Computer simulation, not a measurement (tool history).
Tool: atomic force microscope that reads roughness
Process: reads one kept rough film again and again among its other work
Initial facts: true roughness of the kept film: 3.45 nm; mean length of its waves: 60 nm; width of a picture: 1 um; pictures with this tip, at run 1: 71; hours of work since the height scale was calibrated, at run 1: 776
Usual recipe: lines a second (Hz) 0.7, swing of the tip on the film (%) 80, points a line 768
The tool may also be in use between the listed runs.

run    hour  lines a second (Hz)  swing of the tip on the film (%)  points a line  pictures with this tip  hours of work since the height scale was calibrated  roughness of the kept film (nm (root mean square))
  1       0                  0.7                                80            768                      71                                                  776                                               3.203
  2    51.6                  0.7                                80            768                     145                                                  801                                               3.152
  3    84.6                  0.7                                80            768                     193                                                  816                                               3.137
  4   132.5                  0.7                                80            768                     262                                                  839                                                3.09
        160  -- new tip fitted
  5     197                  0.7                                62            768                      53                                                  870                                               3.292
  6   238.9                  0.7                                63            768                     113                                                  890                                               3.253
  7   288.1                  0.7                                63            768                     184                                                  913                                               3.198
  8   363.3                  0.7                                80            838                     292                                                  949                                               3.095
      368.4  -- new tip fitted
  9   434.5                  0.7                                80            838                      95                                                  983                                               3.174
 10   472.3                  0.7                                80            838                     149                                                 1001                                                3.16
 11   531.2                  0.7                                80            768                     234                                                 1029                                               3.091
 12   571.8                  0.7                                80            768                     292                                                 1049                                               3.074
      578.7  -- new tip fitted
 13   616.8                1.429                                80            768                      54                                                 1070                                               3.106
 14   652.6                  0.7                                82            768                     106                                                 1087                                               3.148
 15   719.2                0.736                                80            768                     202                                                 1119                                               3.114
 16   764.4                0.736                                66            768                     267                                                 1140                                               3.149
      789.6  -- new tip fitted
 17   837.6                  0.7                                80            768                      69                                                 1175                                               3.193
 18   894.4                  0.7                                80            768                     151                                                 1202                                               3.144
 19   965.2                1.801                                80            768                     253                                                 1236                                               2.926
      998.8  -- new tip fitted
 20  1040.5                1.801                                80            768                      60                                                 1272                                               3.013
 21  1117.3                  0.7                                80            768                     170                                                 1308                                               3.149
 22  1168.5                  0.7                                80            350                     244                                                 1333                                               3.098
     1207.7  -- new tip fitted
 23  1229.3                  0.7                                80            350                      32                                                 1362                                               3.192
 24  1270.2                0.515                                80            711                      91                                                 1381                                               3.203
 25  1317.8                0.515                                88            572                     159                                                 1404                                               3.133
 26  1358.4                0.515                                88            572                     217                                                 1423                                               3.105
     1414.2  -- new tip fitted
 27  1436.4                3.887                                76            525                      32                                                 1460                                               2.835
 28  1476.5                0.776                                83            985                      90                                                 1479                                               3.142
 29    1534                0.776                                66            985                     172                                                 1507                                               3.166
 30  1611.2                1.073                                66            985                     283                                                 1544                                               3.096
     1624.5  -- new tip fitted
 31  1667.8                2.129                                67            806                      62                                                 1570                                               3.126
 32  1702.6                  0.7                                57            768                     112                                                 1587                                               3.244
 33  1739.1                1.143                                57           1007                     165                                                 1605                                               3.201
     1750.5  -- height scale calibrated on a step standard
 34  1774.9                1.143                                57           1007                     215                                                   12                                               3.189
     1835.9  -- new tip fitted
 35  1837.7                1.855                                80            315                       2                                                   41                                               3.062
 36  1899.5                0.786                                80            516                      92                                                   71                                               3.183
 37  1941.9                0.652                                80            454                     153                                                   91                                               3.178
 38    1990                  0.7                                86            333                     222                                                  114                                               3.093
     2043.5  -- new tip fitted
 39  2043.5                1.456                                80            768                       0                                                  139                                               3.134
 40  2118.1                1.456                                87            768                     107                                                  175                                               2.994
 41  2151.1                1.456                                87            768                     155                                                  191                                               2.961
 42  2184.4                1.456                                87            768                     203                                                  207                                               2.922
     2253.3  -- new tip fitted
 43  2254.3                0.504                                73            768                       2                                                  240                                               3.311
 44  2322.4                0.508                                61            735                     100                                                  272                                               3.286
 45  2392.7                0.508                                61            735                     201                                                  306                                               3.232

Branching from run 45: 4 alternative next runs. What would each branch give?
  A  2454.2                0.508                                61            614                     289                                                  335                                                   ?
  B  2454.2                0.988                                61            735                     289                                                  335                                                   ?
  C  2454.2                0.508                                76            515                     289                                                  335                                                   ?
  D  2454.2                2.083                                80            768                     289                                                  335                                                   ?

run  roughness of the kept film (nm (root mean square))
  A                                               3.197
  B                                                3.17
  C                                               3.113
  D                                               2.902
Stripped of hidden state, with their random variation kept, the same runs would have yielded:
run  roughness of the kept film (nm (root mean square))
  A                                               3.368
  B                                               3.338
  C                                               3.279
  D                                               3.057
